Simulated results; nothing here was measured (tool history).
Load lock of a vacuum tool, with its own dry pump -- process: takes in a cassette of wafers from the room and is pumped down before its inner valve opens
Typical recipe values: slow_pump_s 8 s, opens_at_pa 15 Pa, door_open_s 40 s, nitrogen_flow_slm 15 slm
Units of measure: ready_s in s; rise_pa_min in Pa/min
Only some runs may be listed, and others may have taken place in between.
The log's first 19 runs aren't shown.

run,hour,slow_pump_s,opens_at_pa,door_open_s,nitrogen_flow_slm,hours that the pump has run since its overhaul,times that the door has closed on its seal,"incoming humidity of the room's air, %",ready_s,rise_pa_min
20,9621.4,8,29,40,23,11707,42802,42.9,18.3,0.283
# hour 9782.2: door's seal changed, seat wiped
21,9901.1,8,29,40,23,11986,504,43.7,18.6,0.061
22,10374,8,29,153,37,12459,2510,46.5,19.1,0.085
23,10929.1,8,17,35,15,13014,4864,42.6,19.5,0.075
24,11417,6,10,37,17,13502,6934,43.3,18.9,0.077
25,12032.2,5,15,31,8,14117,9543,41.7,17.9,0.093
26,12595.9,5,15,31,8,14680,11934,43.2,17.7,0.101
27,13012.2,5,15,165,43,15097,13700,44.3,17.7,0.105
28,13527.9,5,15,165,43,15612,15887,47.8,18,0.128
29,13891.8,5,15,233,44,15976,17430,46.1,18.1,0.128
30,14187.9,5,15,233,44,16272,18686,47.2,18.2,0.143
31,14479.8,13,11,100,10,16564,19924,45.2,24.4,0.158
32,15044.5,5,15,201,15,17129,22319,45.2,18.2,0.19
33,15433.6,15,10,49,5,17518,23970,46.4,25.9,0.178
# hour 15492.8: dry pump taken out, an overhauled one fitted
34,15788.6,15,10,49,5,296,25450,44.5,23.8,0.178
35,16091.9,7,20,51,5,599,26737,46.6,17.2,0.201
36,16599.9,7,20,51,26,1107,28891,42.6,17.4,0.182
37,17214.2,7,20,51,26,1721,31497,44.7,17.4,0.2

Below are 4 alternative next runs, each starting from the tool's condition after run 37. Predict each:
A,17498.4,7,11,51,26,2006,32702,42,?,?
B,17498.4,8,10,154,15,2006,32702,47,?,?
C,17498.4,5,16,40,15,2006,32702,45.7,?,?
D,17498.4,8,30,44,15,2006,32702,45.3,?,?

run,ready_s,rise_pa_min
A,18.3,0.199
B,19.2,0.25
C,16.1,0.217
D,17.9,0.215
What these runs would have given with no unlogged condition in the tool:
run,ready_s,rise_pa_min
A,18,0.05
B,18.9,0.099
C,15.8,0.066
D,17.6,0.064
